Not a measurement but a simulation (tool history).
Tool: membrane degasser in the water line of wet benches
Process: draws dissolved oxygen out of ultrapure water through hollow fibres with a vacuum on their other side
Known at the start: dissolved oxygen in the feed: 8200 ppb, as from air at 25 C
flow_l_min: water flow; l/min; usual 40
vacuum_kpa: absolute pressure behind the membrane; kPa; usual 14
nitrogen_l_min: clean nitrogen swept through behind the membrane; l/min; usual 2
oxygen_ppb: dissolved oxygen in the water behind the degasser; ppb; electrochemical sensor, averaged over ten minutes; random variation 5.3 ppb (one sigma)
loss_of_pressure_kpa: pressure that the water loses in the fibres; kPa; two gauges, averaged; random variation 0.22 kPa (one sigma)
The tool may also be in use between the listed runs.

{"run": 1, "hour": 0.0, "flow_l_min": 40, "vacuum_kpa": 14, "nitrogen_l_min": 2, "oxygen_ppb": 526, "loss_of_pressure_kpa": 53.16}
{"hour": 126.1, "done": "seals of the vacuum lines changed"}
{"run": 2, "hour": 216.4, "flow_l_min": 40, "vacuum_kpa": 14.6, "nitrogen_l_min": 2, "oxygen_ppb": 543.7, "loss_of_pressure_kpa": 53.5}
{"hour": 226.2, "done": "vacuum gauge calibrated"}
{"run": 3, "hour": 366.4, "flow_l_min": 40, "vacuum_kpa": 14, "nitrogen_l_min": 2, "oxygen_ppb": 528.7, "loss_of_pressure_kpa": 53.01}
{"run": 4, "hour": 550.6, "flow_l_min": 40, "vacuum_kpa": 14, "nitrogen_l_min": 2, "oxygen_ppb": 528, "loss_of_pressure_kpa": 53.34}
{"run": 5, "hour": 685.2, "flow_l_min": 40, "vacuum_kpa": 14, "nitrogen_l_min": 2, "oxygen_ppb": 528.4, "loss_of_pressure_kpa": 52.91}
{"run": 6, "hour": 903.4, "flow_l_min": 40, "vacuum_kpa": 31.7, "nitrogen_l_min": 2, "oxygen_ppb": 1156.9, "loss_of_pressure_kpa": 52.91}
{"run": 7, "hour": 1018.8, "flow_l_min": 40, "vacuum_kpa": 14, "nitrogen_l_min": 5.36, "oxygen_ppb": 265.5, "loss_of_pressure_kpa": 53.11}
{"run": 8, "hour": 1216.0, "flow_l_min": 40, "vacuum_kpa": 14, "nitrogen_l_min": 5.36, "oxygen_ppb": 265.6, "loss_of_pressure_kpa": 53.05}
{"run": 9, "hour": 1378.4, "flow_l_min": 40, "vacuum_kpa": 14, "nitrogen_l_min": 5.36, "oxygen_ppb": 261.1, "loss_of_pressure_kpa": 53.28}
{"run": 10, "hour": 1497.1, "flow_l_min": 40, "vacuum_kpa": 14, "nitrogen_l_min": 5.36, "oxygen_ppb": 260.5, "loss_of_pressure_kpa": 52.96}
{"run": 11, "hour": 1721.4, "flow_l_min": 40, "vacuum_kpa": 14, "nitrogen_l_min": 5.36, "oxygen_ppb": 259.2, "loss_of_pressure_kpa": 53.43}
{"run": 12, "hour": 1887.9, "flow_l_min": 40, "vacuum_kpa": 14, "nitrogen_l_min": 2, "oxygen_ppb": 524.9, "loss_of_pressure_kpa": 53.42}
{"run": 13, "hour": 2034.2, "flow_l_min": 40, "vacuum_kpa": 14, "nitrogen_l_min": 2, "oxygen_ppb": 524.9, "loss_of_pressure_kpa": 53.45}
{"run": 14, "hour": 2228.8, "flow_l_min": 40, "vacuum_kpa": 22.8, "nitrogen_l_min": 2, "oxygen_ppb": 849.4, "loss_of_pressure_kpa": 53.06}
{"run": 15, "hour": 2422.5, "flow_l_min": 40, "vacuum_kpa": 14, "nitrogen_l_min": 2, "oxygen_ppb": 527.4, "loss_of_pressure_kpa": 53.23}
{"run": 16, "hour": 2603.7, "flow_l_min": 40, "vacuum_kpa": 14, "nitrogen_l_min": 2, "oxygen_ppb": 529.7, "loss_of_pressure_kpa": 52.79}
{"run": 17, "hour": 2728.4, "flow_l_min": 40, "vacuum_kpa": 14, "nitrogen_l_min": 2, "oxygen_ppb": 526.4, "loss_of_pressure_kpa": 53.19}
{"run": 18, "hour": 2851.4, "flow_l_min": 40, "vacuum_kpa": 14, "nitrogen_l_min": 2, "oxygen_ppb": 533, "loss_of_pressure_kpa": 53.06}
{"run": 19, "hour": 3055.5, "flow_l_min": 38, "vacuum_kpa": 14, "nitrogen_l_min": 2.84, "oxygen_ppb": 385.5, "loss_of_pressure_kpa": 50.57}
{"run": 20, "hour": 3239.3, "flow_l_min": 38, "vacuum_kpa": 14, "nitrogen_l_min": 2.84, "oxygen_ppb": 391.6, "loss_of_pressure_kpa": 50.29}
{"run": 21, "hour": 3395.1, "flow_l_min": 50, "vacuum_kpa": 28.4, "nitrogen_l_min": 1.58, "oxygen_ppb": 1497.6, "loss_of_pressure_kpa": 65.77}
{"run": 22, "hour": 3585.4, "flow_l_min": 47, "vacuum_kpa": 8.7, "nitrogen_l_min": 1.02, "oxygen_ppb": 579.1, "loss_of_pressure_kpa": 62.26}
{"run": 23, "hour": 3699.8, "flow_l_min": 43, "vacuum_kpa": 11.4, "nitrogen_l_min": 1.02, "oxygen_ppb": 726, "loss_of_pressure_kpa": 57.07}
{"run": 24, "hour": 3821.9, "flow_l_min": 43, "vacuum_kpa": 11.4, "nitrogen_l_min": 1.02, "oxygen_ppb": 733.1, "loss_of_pressure_kpa": 57.28}
{"run": 25, "hour": 3921.2, "flow_l_min": 41, "vacuum_kpa": 33.6, "nitrogen_l_min": 3.26, "oxygen_ppb": 864, "loss_of_pressure_kpa": 54.41}
{"run": 26, "hour": 4052.2, "flow_l_min": 40, "vacuum_kpa": 25.2, "nitrogen_l_min": 1, "oxygen_ppb": 1544.1, "loss_of_pressure_kpa": 52.94}
{"run": 27, "hour": 4170.9, "flow_l_min": 26, "vacuum_kpa": 14, "nitrogen_l_min": 2, "oxygen_ppb": 335, "loss_of_pressure_kpa": 34.38}
{"run": 28, "hour": 4334.7, "flow_l_min": 50, "vacuum_kpa": 13.3, "nitrogen_l_min": 1.49, "oxygen_ppb": 780.8, "loss_of_pressure_kpa": 66.73}
{"run": 29, "hour": 4445.6, "flow_l_min": 50, "vacuum_kpa": 13.3, "nitrogen_l_min": 1.49, "oxygen_ppb": 767.1, "loss_of_pressure_kpa": 66.58}

5 ways to go on from here, each from the tool as it stands after run 29. What would each give?
{"run": "A", "hour": 4588.8, "flow_l_min": 40, "vacuum_kpa": 14, "nitrogen_l_min": 1.47, "oxygen_ppb": "?", "loss_of_pressure_kpa": "?"}
{"run": "B", "hour": 4588.8, "flow_l_min": 52, "vacuum_kpa": 20.2, "nitrogen_l_min": 1.49, "oxygen_ppb": "?", "loss_of_pressure_kpa": "?"}
{"run": "C", "hour": 4588.8, "flow_l_min": 49, "vacuum_kpa": 13.3, "nitrogen_l_min": 2.04, "oxygen_ppb": "?", "loss_of_pressure_kpa": "?"}
{"run": "D", "hour": 4588.8, "flow_l_min": 28, "vacuum_kpa": 26.4, "nitrogen_l_min": 3.96, "oxygen_ppb": "?", "loss_of_pressure_kpa": "?"}
{"run": "E", "hour": 4588.8, "flow_l_min": 28, "vacuum_kpa": 21.7, "nitrogen_l_min": 2.91, "oxygen_ppb": "?", "loss_of_pressure_kpa": "?"}

run=A oxygen_ppb=655.6 loss_of_pressure_kpa=53.3
run=B oxygen_ppb=1203.4 loss_of_pressure_kpa=68.89
run=C oxygen_ppb=618.6 loss_of_pressure_kpa=64.65
run=D oxygen_ppb=415 loss_of_pressure_kpa=37.16
run=E oxygen_ppb=429.5 loss_of_pressure_kpa=37.25
Without the tool's hidden state the same runs would have given:
run=A oxygen_ppb=654.7 loss_of_pressure_kpa=53.2
run=B oxygen_ppb=1202.2 loss_of_pressure_kpa=68.77
run=C oxygen_ppb=617.5 loss_of_pressure_kpa=64.54
run=D oxygen_ppb=414.4 loss_of_pressure_kpa=37.09
run=E oxygen_ppb=429 loss_of_pressure_kpa=37.19
